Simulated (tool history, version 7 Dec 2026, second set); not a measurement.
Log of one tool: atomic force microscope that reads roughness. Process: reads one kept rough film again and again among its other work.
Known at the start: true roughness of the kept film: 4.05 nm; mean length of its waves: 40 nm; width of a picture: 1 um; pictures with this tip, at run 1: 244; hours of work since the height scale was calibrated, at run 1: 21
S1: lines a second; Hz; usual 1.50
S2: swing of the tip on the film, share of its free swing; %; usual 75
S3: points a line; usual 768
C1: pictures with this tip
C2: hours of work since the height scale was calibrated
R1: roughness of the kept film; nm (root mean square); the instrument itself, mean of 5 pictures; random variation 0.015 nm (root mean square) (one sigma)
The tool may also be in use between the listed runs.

run	hour	S1	S2	S3	C1	C2	R1
1	0.0	1.50	75	768	244	21	3.057
# hour 30.4: new tip fitted
2	48.5	1.50	75	768	15	45	3.466
3	78.4	2.50	75	768	40	60	3.256
4	107.5	1.50	75	768	64	75	3.398
5	130.0	1.50	75	768	83	86	3.346
6	171.4	1.50	75	768	118	107	3.301
7	204.2	1.50	75	768	146	123	3.248
8	235.9	1.50	84	768	172	139	3.061
9	275.0	1.50	84	768	205	159	2.970
10	299.9	1.50	75	768	226	171	3.097
11	323.1	1.50	75	768	245	183	3.079
12	344.6	1.50	60	589	263	193	3.233
# hour 352.1: new tip fitted
13	385.1	1.50	60	589	28	213	3.654
14	429.8	1.50	80	911	65	236	3.295
15	457.1	1.50	64	458	88	249	3.489
16	493.7	1.50	64	458	119	268	3.438
17	516.4	1.50	64	458	138	279	3.428
18	543.6	1.50	64	458	161	293	3.395
19	565.0	1.68	55	352	179	303	3.442
20	597.6	1.07	69	903	206	320	3.279
21	641.4	1.67	60	768	243	342	3.247

Forecast each of these 4 alternatives for the next run:
A	661.6	1.24	60	768	260	352	?
B	661.6	0.53	75	768	260	352	?
C	661.6	1.55	60	431	260	352	?
D	661.6	2.79	75	768	260	352	?

run	R1
A	3.305
B	3.278
C	3.230
D	2.860
Without the tool's hidden state the same runs would have given:
run	R1
A	3.770
B	3.740
C	3.683
D	3.262

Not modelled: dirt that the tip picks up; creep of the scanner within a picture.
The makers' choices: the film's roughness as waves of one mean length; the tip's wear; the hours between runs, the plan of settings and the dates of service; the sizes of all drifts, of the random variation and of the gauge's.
